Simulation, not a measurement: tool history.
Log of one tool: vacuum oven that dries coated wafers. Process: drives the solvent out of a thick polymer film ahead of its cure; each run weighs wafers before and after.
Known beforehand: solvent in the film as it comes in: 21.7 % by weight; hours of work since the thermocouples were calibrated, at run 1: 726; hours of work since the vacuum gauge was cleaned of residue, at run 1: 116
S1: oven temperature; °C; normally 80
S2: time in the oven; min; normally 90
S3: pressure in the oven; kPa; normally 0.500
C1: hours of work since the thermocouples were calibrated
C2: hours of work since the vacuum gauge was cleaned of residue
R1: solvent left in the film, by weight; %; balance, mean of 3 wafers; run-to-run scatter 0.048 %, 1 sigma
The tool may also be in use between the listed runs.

run	hour	S1	S2	S3	C1	C2	R1
1	0.0	80	90	0.500	726	116	2.86
2	52.0	80	90	0.500	752	142	2.89
3	97.7	80	90	0.500	775	165	2.88
4	151.6	80	90	0.500	801	191	2.86
5	182.4	80	90	0.304	817	207	2.83
6	220.4	80	90	0.304	835	226	2.85
7	274.2	80	90	0.304	862	252	2.88
8	319.2	80	90	0.304	884	275	2.78
9	359.4	80	90	0.304	904	295	2.86
10	396.2	80	90	0.500	923	313	2.88
11	445.6	80	90	0.500	947	337	2.94
12	480.2	80	90	0.500	964	355	2.93
13	516.2	82	90	0.500	982	373	2.40
14	561.1	80	90	0.673	1005	395	2.99
15	600.3	80	90	0.673	1024	414	2.99
16	650.6	80	90	0.673	1049	439	3.08
17	703.2	80	90	0.673	1075	465	2.94
18	742.1	80	90	1.072	1094	485	3.13
# hour 759.1: oven's thermocouples calibrated
19	803.2	80	90	0.500	22	514	2.96
20	835.2	80	90	0.500	38	530	2.96
21	863.4	80	90	0.500	52	544	2.97
22	910.4	80	90	0.500	75	567	2.83
23	951.1	80	90	1.254	95	587	3.10
24	1004.5	84	57	0.400	122	614	4.30
25	1045.5	70	90	1.363	142	634	6.56
26	1084.8	74	90	1.435	162	654	5.05
27	1114.3	86	90	1.464	176	668	1.80
28	1151.0	80	90	1.223	195	687	3.21
29	1206.2	66	90	1.404	222	714	7.91
30	1239.0	70	130	1.367	238	730	4.24
31	1293.3	70	76	1.367	265	757	7.52
32	1342.8	77	104	0.446	290	782	2.96
33	1380.6	67	130	0.866	309	801	5.00
34	1441.2	80	91	0.258	339	831	2.75
35	1472.0	80	91	0.258	354	846	2.76
36	1522.2	80	91	0.258	379	871	2.82

Estimate the outcome of run 37 from the log above:
37	1550.4	78	90	0.587	393	885	?

Run 37 yielded R1 3.52 %.
Minus the tool's unlogged condition, the same run would have read R1 3.49 %.
